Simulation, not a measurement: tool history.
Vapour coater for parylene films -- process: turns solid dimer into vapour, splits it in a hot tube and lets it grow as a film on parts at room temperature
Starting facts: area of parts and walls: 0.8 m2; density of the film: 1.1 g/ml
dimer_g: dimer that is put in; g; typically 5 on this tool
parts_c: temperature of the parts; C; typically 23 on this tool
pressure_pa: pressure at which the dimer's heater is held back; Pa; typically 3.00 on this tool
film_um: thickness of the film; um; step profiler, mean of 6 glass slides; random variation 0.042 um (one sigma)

run	hour	dimer_g	parts_c	pressure_pa	film_um
1	0.0	5	23	3.00	4.43
2	31.2	5	23	3.00	4.43
3	49.9	3	23	3.00	2.63
4	85.5	5	23	3.00	4.37
5	101.4	5	28	3.00	3.93
6	129.2	5	28	3.00	3.88
7	144.4	5	23	2.98	4.38
8	176.6	5	23	2.98	4.38
9	207.9	5	23	2.98	4.41
10	240.0	5	23	2.98	4.38
11	258.2	5	23	2.98	4.33
12	273.8	3	23	2.98	2.62
# hour 277.4: table's thermometer calibrated
13	304.9	3	18	2.98	2.97
14	336.2	3	22	2.98	2.66
15	367.1	3	22	2.98	2.67
# hour 388.2: table's thermometer calibrated, once more
16	401.6	5	23	4.32	4.17
17	424.1	5	23	4.32	4.09
18	453.0	4	23	4.32	3.38
19	485.2	5	23	3.00	4.25
20	512.2	5	23	11.23	3.79
21	549.1	5	23	10.99	3.77
22	586.0	5	23	10.99	3.69
23	617.4	5	23	3.00	4.09
24	635.8	8	16	10.78	7.17
25	654.3	5	23	6.74	3.84
26	676.4	5	19	2.74	4.56
27	701.8	5	33	3.00	3.22
28	718.3	5	33	3.00	3.23
29	739.1	5	33	3.00	3.19
30	772.0	5	30	3.00	3.47
31	805.5	5	30	3.00	3.43
32	832.7	5	23	2.19	4.17
33	864.7	5	23	2.19	4.13
34	892.9	4	23	3.09	3.25
35	923.5	2	24	5.10	1.48
36	947.0	2	24	5.10	1.48
37	975.0	8	23	9.37	5.85
38	990.1	5	35	3.00	2.98
39	1010.0	5	20	3.00	4.28
40	1027.0	5	23	7.42	3.66
41	1056.7	5	23	7.42	3.63
# hour 1091.7: trap's valve overhauled
42	1096.9	3	26	2.31	2.62
43	1126.5	3	26	10.35	2.31
44	1148.1	3	26	10.35	2.29
45	1168.3	3	26	10.35	2.29
46	1188.0	3	26	10.35	2.30

Here are 3 independent what-if runs from the current tool condition. What would each one return?
A	1217.8	5	34	3.00	?
B	1217.8	7	17	10.35	?
C	1217.8	3	26	4.75	?

run	film_um
A	3.48
B	6.71
C	2.46
Had the tool no hidden state, the same runs would have come out as:
run	film_um
A	3.50
B	6.75
C	2.47
